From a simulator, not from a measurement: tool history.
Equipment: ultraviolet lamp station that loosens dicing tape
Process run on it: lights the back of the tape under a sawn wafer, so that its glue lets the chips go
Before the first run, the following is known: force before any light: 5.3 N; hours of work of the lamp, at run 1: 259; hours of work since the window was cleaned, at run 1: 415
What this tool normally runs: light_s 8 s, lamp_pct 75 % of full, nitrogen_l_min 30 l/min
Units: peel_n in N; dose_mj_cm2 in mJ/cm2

run	hour	light_s	lamp_pct	nitrogen_l_min	hours of work of the lamp	hours of work since the window was cleaned	peel_n	dose_mj_cm2
1	0	8	75	30	259	415	0.568	269
2	24.5	8	86	30	269	424	0.421	310
3	46.3	8	86	30	277	433	0.433	310
4	77.2	8	86	30	290	446	0.453	303
5	110.4	8	86	30	303	459	0.466	301
6	142.4	8	86	30	316	472	0.465	291
7	160.7	8	91	30	323	479	0.426	306
8	181.9	8	91	30	332	487	0.427	303
9	203.8	8	91	11	340	496	0.692	303
10	225.5	8	75	54	349	505	0.553	248
11	254.4	8	75	54	361	516	0.591	245
12	270.9	8	75	30	367	523	0.705	241
# hour 278.3: window cleaned of glue's vapour
13	304.3	8	75	30	380	10	0.82	228
14	321	8	75	19	387	17	0.97	225
15	347.8	8	75	30	398	28	0.869	227
# hour 355.2: window cleaned of glue's vapour, once more
16	383.3	8	75	30	412	11	0.598	270
17	414.5	8	75	30	424	24	0.633	258
18	438.7	8	75	30	434	33	0.6	261
19	461.7	8	75	30	443	43	0.656	254
20	488.1	8	75	30	454	53	0.653	251
21	520.9	8	86	12	467	66	0.762	283
22	549.2	8	86	12	478	78	0.798	282
23	579.9	6	90	17	491	90	1.074	216
24	609.1	10	86	17	502	102	0.438	345
25	642.2	10	86	17	516	115	0.453	337
26	679.7	10	86	17	531	130	0.473	331
27	697.4	10	86	17	538	137	0.497	329
28	712.6	5	75	30	544	143	1.577	144
29	733.5	5	85	30	552	151	1.376	162
30	757.2	11	87	20	562	161	0.38	356
31	776.1	11	87	20	569	169	0.374	351
32	805.2	5	87	20	581	180	1.557	158
33	829.1	5	87	20	590	190	1.564	154
34	855.8	5	87	20	601	200	1.628	152
35	876.4	5	87	20	609	209	1.677	149
36	895.7	8	75	23	617	216	0.996	208
37	923.3	8	98	30	628	227	0.555	269
38	954.2	11	80	12	641	240	0.687	292
39	991.5	5	70	11	655	255	2.492	118
40	1020.1	15	88	40	667	266	0.163	426

What if the next run were any one of these 4? Each begins from the tool's condition after run 40:
A	1046.4	15	88	57	677	277	?	?
B	1046.4	10	72	29	677	277	?	?
C	1046.4	5	75	30	677	277	?	?
D	1046.4	4	61	20	677	277	?	?

run	peel_n	dose_mj_cm2
A	0.155	423
B	0.802	235
C	1.959	119
D	2.909	80
With no hidden state in the tool, these same runs would have given:
run	peel_n	dose_mj_cm2
A	0.068	784
B	0.207	432
C	0.842	220
D	1.74	146
